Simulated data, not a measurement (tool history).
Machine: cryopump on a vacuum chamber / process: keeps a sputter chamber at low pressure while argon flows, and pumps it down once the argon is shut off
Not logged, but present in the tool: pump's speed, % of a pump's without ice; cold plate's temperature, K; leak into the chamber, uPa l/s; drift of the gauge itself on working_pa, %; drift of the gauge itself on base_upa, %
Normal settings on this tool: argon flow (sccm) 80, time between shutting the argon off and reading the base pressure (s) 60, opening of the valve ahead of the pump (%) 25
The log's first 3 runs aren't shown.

run	hour	argon flow (sccm)	time between shutting the argon off and reading the base pressure (s)	opening of the valve ahead of the pump (%)	hours of work since the pump was warmed up and emptied	hours of work since the cold head was overhauled	hours of work since the chamber's fittings were tightened	pressure while argon flows (Pa)	pressure after the wait (uPa)
4	92.2	80	60	25	661	661	612	0.5351	2.29
5	120	80	60	25	676	676	627	0.5415	2.3
# hour 139.4: pump warmed up, emptied and cooled again
6	164.8	80	26	25	14	698	649	0.4942	4.53
7	215.3	80	26	25	41	725	676	0.4934	4.48
8	250.9	80	75	25	60	744	695	0.4983	1.83
9	296	80	60	25	84	768	719	0.4951	2.14
10	328.7	80	60	25	102	786	737	0.5011	2.21
11	375	80	60	25	127	811	762	0.5025	2.16
12	423.1	80	70	25	153	837	787	0.5002	1.94
13	466.1	80	70	25	176	860	810	0.5038	1.91
14	500.5	80	60	25	194	878	829	0.5059	2.2
15	550.6	80	60	25	221	905	856	0.5028	2.27
16	597.5	80	60	25	246	930	881	0.5069	2.19
17	629.9	80	60	25	264	948	899	0.5095	2.19
18	652	80	60	25	276	960	910	0.5101	2.17
19	689.7	59	261	40	296	980	931	0.2391	0.89
20	715.7	51	60	38	310	994	945	0.2187	2.24
21	767.3	41	26	25	338	1022	972	0.2633	4.6

Run 22, settings as shown, results not yet in. Your forecast:
22	790.4	80	52	30	350	1034	985	?	?

{"run 22": {"pressure while argon flows (Pa)": 0.4316, "pressure after the wait (uPa)": 2.63}}
Had the tool carried no hidden state, the very same run would have given pressure while argon flows (Pa) 0.4085, pressure after the wait (uPa) 2.37.
